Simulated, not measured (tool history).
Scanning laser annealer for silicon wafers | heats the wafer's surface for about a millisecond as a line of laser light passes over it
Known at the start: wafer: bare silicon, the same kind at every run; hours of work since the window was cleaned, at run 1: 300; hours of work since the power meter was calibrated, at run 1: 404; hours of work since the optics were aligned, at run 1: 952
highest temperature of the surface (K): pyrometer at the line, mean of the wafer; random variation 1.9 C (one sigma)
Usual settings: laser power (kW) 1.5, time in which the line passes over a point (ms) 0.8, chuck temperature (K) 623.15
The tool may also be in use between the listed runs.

run   hour  laser power (kW)  time in which the line passes over a point (ms)  chuck temperature (K)  hours of work since the window was cleaned  hours of work since the power meter was calibrated  hours of work since the optics were aligned  highest temperature of the surface (K)
  1      0               1.5                                              0.8                 623.15                                         300                                                 404                                          952                                 1369.15
  2    9.9               1.5                                              0.8                 623.15                                         307                                                 412                                          959                                 1363.15
  3   18.6               1.5                                            0.862                 623.15                                         314                                                 419                                          966                                 1394.15
  4   26.7               1.5                                             0.73                 623.15                                         320                                                 425                                          972                                 1337.15
      47.6  -- window over the wafer cleaned
  5   47.6               1.5                                              0.8                 641.15                                           0                                                 439                                          987                                 1410.15
  6   56.6               1.5                                              0.8                 641.15                                           7                                                 446                                          994                                 1407.15
  7   65.6               1.5                                              0.8                 641.15                                          14                                                 453                                         1000                                 1406.15
  8   79.3               1.5                                              0.8                 641.15                                          24                                                 463                                         1011                                 1408.15
  9   90.8               1.5                                            0.622                 662.15                                          33                                                 472                                         1020                                 1342.15
 10   99.3             1.596                                            0.622                 662.15                                          39                                                 479                                         1026                                 1387.15
 11  113.2             1.596                                            0.622                 662.15                                          50                                                 489                                         1037                                 1385.15
 12  124.3             1.596                                            0.622                 662.15                                          58                                                 498                                         1045                                 1388.15
 13    138               1.5                                            0.977                 614.15                                          69                                                 508                                         1055                                 1451.15
 14  155.1             1.507                                            0.902                 621.15                                          82                                                 521                                         1069                                 1433.15
 15  163.4             1.498                                             0.62                 621.15                                          88                                                 527                                         1075                                 1294.15
 16  171.9               1.5                                            0.566                 615.15                                          95                                                 534                                         1081                                 1260.15

5 ways to go on from here, each from the tool as it stands after run 16. What would each give?
  A  186.7               1.4                                            0.593                 615.15                                         106                                                 545                                         1093                                       ?
  B  186.7               1.5                                              0.8                 648.15                                         106                                                 545                                         1093                                       ?
  C  186.7             1.524                                            0.773                 603.15                                         106                                                 545                                         1093                                       ?
  D  186.7               1.5                                            0.647                 643.15                                         106                                                 545                                         1093                                       ?
  E  186.7               1.5                                              0.8                 587.15                                         106                                                 545                                         1093                                       ?

run  highest temperature of the surface (K)
  A                                 1227.15
  B                                 1407.15
  C                                 1361.15
  D                                 1329.15
  E                                 1347.15
Without the tool's hidden state the same runs would have given:
run  highest temperature of the surface (K)
  A                                 1245.15
  B                                 1429.15
  C                                 1382.15
  D                                 1349.15
  E                                 1369.15
